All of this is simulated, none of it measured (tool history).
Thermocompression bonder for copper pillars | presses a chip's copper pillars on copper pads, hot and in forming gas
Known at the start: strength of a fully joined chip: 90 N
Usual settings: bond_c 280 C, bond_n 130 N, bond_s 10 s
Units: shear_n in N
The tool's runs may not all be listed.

run 1 hour=0.0 | bond_c=280 bond_n=130 bond_s=10 | shear_n=49.7
run 2 hour=7.7 | bond_c=280 bond_n=130 bond_s=10 | shear_n=50.5
run 3 hour=17.2 | bond_c=280 bond_n=130 bond_s=10 | shear_n=49.7
run 4 hour=26.1 | bond_c=280 bond_n=130 bond_s=10 | shear_n=49.6
run 5 hour=33.1 | bond_c=288 bond_n=130 bond_s=10 | shear_n=53.2
run 6 hour=39.4 | bond_c=288 bond_n=130 bond_s=10 | shear_n=53.5
run 7 hour=49.6 | bond_c=288 bond_n=130 bond_s=10 | shear_n=53.1
run 8 hour=59.9 | bond_c=288 bond_n=130 bond_s=10 | shear_n=53.7
-- hour=61.3 forming gas filter changed
run 9 hour=67.3 | bond_c=256 bond_n=130 bond_s=10 | shear_n=39.5
run 10 hour=76.3 | bond_c=280 bond_n=130 bond_s=14 | shear_n=57.9
run 11 hour=85.4 | bond_c=280 bond_n=130 bond_s=14 | shear_n=57.3
run 12 hour=90.2 | bond_c=280 bond_n=130 bond_s=14 | shear_n=57.2
run 13 hour=98.3 | bond_c=280 bond_n=130 bond_s=6 | shear_n=43.7
-- hour=101.2 force cell calibrated
run 14 hour=110.1 | bond_c=280 bond_n=130 bond_s=6 | shear_n=44.8
run 15 hour=116.4 | bond_c=280 bond_n=80 bond_s=8 | shear_n=37.3

The next listed run, before its measurement:
-- hour=123.1 force cell calibrated, once more
run 16 hour=129.2 | bond_c=280 bond_n=80 bond_s=8 | shear_n=?

Run 16 gave shear_n 35.5 N.
Without the tool's hidden state the same run would have given shear_n 36.6 N.
